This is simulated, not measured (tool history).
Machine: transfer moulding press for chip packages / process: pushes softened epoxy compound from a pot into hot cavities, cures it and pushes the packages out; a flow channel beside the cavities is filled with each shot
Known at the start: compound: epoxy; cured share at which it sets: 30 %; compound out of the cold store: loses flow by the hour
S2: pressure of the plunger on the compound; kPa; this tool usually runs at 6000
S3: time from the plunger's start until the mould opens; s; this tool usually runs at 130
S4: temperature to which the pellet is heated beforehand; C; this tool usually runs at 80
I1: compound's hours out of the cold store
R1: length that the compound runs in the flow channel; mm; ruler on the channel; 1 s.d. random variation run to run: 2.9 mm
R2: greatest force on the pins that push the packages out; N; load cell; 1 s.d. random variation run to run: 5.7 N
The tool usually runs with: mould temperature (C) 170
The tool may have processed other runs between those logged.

run 1 hour=0 | mould_temperature_(C)=170 S2=6000 S3=130 S4=80 | I1=29.3 | R1=925 R2=285
run 2 hour=23.9 | mould_temperature_(C)=170 S2=6000 S3=130 S4=88 | I1=34.3 | R1=906 R2=296
-- hour=48.1 cavities cleaned with cleaning compound and waxed
run 3 hour=51.7 | mould_temperature_(C)=170 S2=6000 S3=130 S4=88 | I1=42.7 | R1=869 R2=200
-- hour=66.2 plunger's sealing rings changed
run 4 hour=101.1 | mould_temperature_(C)=170 S2=6000 S3=150 S4=80 | I1=33 | R1=931 R2=231
run 5 hour=156.2 | mould_temperature_(C)=170 S2=6370 S3=130 S4=80 | I1=34.7 | R1=955 R2=284
-- hour=174.6 cavities cleaned with cleaning compound and waxed
run 6 hour=182.5 | mould_temperature_(C)=170 S2=6370 S3=130 S4=80 | I1=13.4 | R1=1046 R2=210
run 7 hour=205.2 | mould_temperature_(C)=170 S2=6370 S3=130 S4=80 | I1=39.2 | R1=940 R2=238
run 8 hour=260.8 | mould_temperature_(C)=170 S2=6370 S3=130 S4=80 | I1=28.9 | R1=974 R2=296
-- hour=267.1 mould's thermocouples calibrated
-- hour=299.6 cavities cleaned with cleaning compound and waxed
run 9 hour=299.6 | mould_temperature_(C)=177 S2=5640 S3=145 S4=88 | I1=39.1 | R1=843 R2=187
run 10 hour=331.8 | mould_temperature_(C)=177 S2=5640 S3=120 S4=81 | I1=31.1 | R1=868 R2=231

Run 11 comes next. What will it give?
run 11 hour=354.9 | mould_temperature_(C)=177 S2=5640 S3=120 S4=81 | I1=31.1 | R1=? R2=?

{"run 11": {"R1": 876, "R2": 251}}
On a tool with no hidden condition, and with the same random variation, this run would have come out at R1 895 mm, R2 189 N.

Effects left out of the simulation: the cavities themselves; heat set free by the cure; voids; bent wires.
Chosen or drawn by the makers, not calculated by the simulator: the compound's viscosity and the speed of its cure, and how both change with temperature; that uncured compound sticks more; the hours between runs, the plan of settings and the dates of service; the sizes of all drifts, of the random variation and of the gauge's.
